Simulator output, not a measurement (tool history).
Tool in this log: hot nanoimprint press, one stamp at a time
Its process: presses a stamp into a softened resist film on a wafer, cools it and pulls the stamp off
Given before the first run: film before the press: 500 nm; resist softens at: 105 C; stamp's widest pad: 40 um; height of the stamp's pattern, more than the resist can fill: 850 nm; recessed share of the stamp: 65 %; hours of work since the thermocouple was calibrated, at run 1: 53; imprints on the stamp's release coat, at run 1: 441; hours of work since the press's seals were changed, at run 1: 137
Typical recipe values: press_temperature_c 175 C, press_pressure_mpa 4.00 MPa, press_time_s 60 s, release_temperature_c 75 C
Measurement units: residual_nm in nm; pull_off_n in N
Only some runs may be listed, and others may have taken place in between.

| run | hour | press_temperature_c | press_pressure_mpa | press_time_s | release_temperature_c | hours of work since the thermocouple was calibrated | imprints on the stamp's release coat | hours of work since the press's seals were changed | residual_nm | pull_off_n |
|---|---|---|---|---|---|---|---|---|---|---|
| 1 | 0.0 | 175 | 4.00 | 60 | 75 | 53 | 441 | 137 | 240.8 | 192 |
| 2 | 10.5 | 175 | 4.00 | 60 | 75 | 58 | 457 | 142 | 241.9 | 196 |
| 3 | 15.6 | 175 | 4.00 | 60 | 75 | 60 | 465 | 144 | 242.2 | 191 |
| 4 | 21.2 | 175 | 4.00 | 60 | 75 | 63 | 473 | 147 | 240.2 | 192 |
| 5 | 28.2 | 175 | 4.00 | 60 | 75 | 66 | 484 | 150 | 239.4 | 196 |
| 6 | 36.7 | 175 | 4.00 | 60 | 69 | 70 | 497 | 154 | 240.3 | 226 |
| 7 | 41.8 | 175 | 4.00 | 60 | 69 | 72 | 505 | 156 | 242.4 | 224 |
| 8 | 48.2 | 175 | 4.00 | 60 | 69 | 75 | 515 | 159 | 239.7 | 226 |
| 9 | 59.3 | 175 | 4.00 | 60 | 75 | 80 | 531 | 164 | 238.8 | 194 |
| 10 | 65.8 | 175 | 5.69 | 60 | 75 | 83 | 541 | 167 | 206.4 | 208 |
| 11 | 71.4 | 168 | 5.69 | 60 | 75 | 85 | 550 | 169 | 279.5 | 200 |
| 12 | 77.0 | 168 | 5.69 | 60 | 75 | 88 | 558 | 172 | 282.9 | 195 |
| 13 | 82.5 | 175 | 4.00 | 60 | 72 | 90 | 567 | 174 | 240.2 | 201 |
| 14 | 88.7 | 175 | 4.00 | 60 | 72 | 93 | 576 | 177 | 240.3 | 215 |
|  | 92.7 | plate thermocouple calibrated |
| 15 | 103.9 | 175 | 4.00 | 88 | 82 | 5 | 595 | 182 | 206.7 | 162 |
| 16 | 113.8 | 175 | 4.00 | 88 | 82 | 9 | 610 | 187 | 206.4 | 166 |
| 17 | 120.0 | 174 | 4.00 | 60 | 81 | 12 | 620 | 190 | 249.5 | 164 |
| 18 | 128.1 | 179 | 4.40 | 119 | 74 | 16 | 632 | 193 | 145.5 | 206 |
| 19 | 134.7 | 175 | 4.00 | 43 | 82 | 19 | 642 | 196 | 269.8 | 174 |
| 20 | 144.7 | 175 | 4.00 | 43 | 82 | 23 | 657 | 201 | 272.7 | 167 |

Run 21 has not been measured yet. What should we expect?
|  | 152.1 | plate thermocouple calibrated, once more |
| 21 | 157.1 | 175 | 4.00 | 43 | 82 | 2 | 672 | 205 | ? | ? |

Run 21 measured residual_nm 272.7 nm, pull_off_n 171 N.
On a tool with no hidden condition, and with the same random variation, this run would have come out at residual_nm 271.6 nm, pull_off_n 142 N.
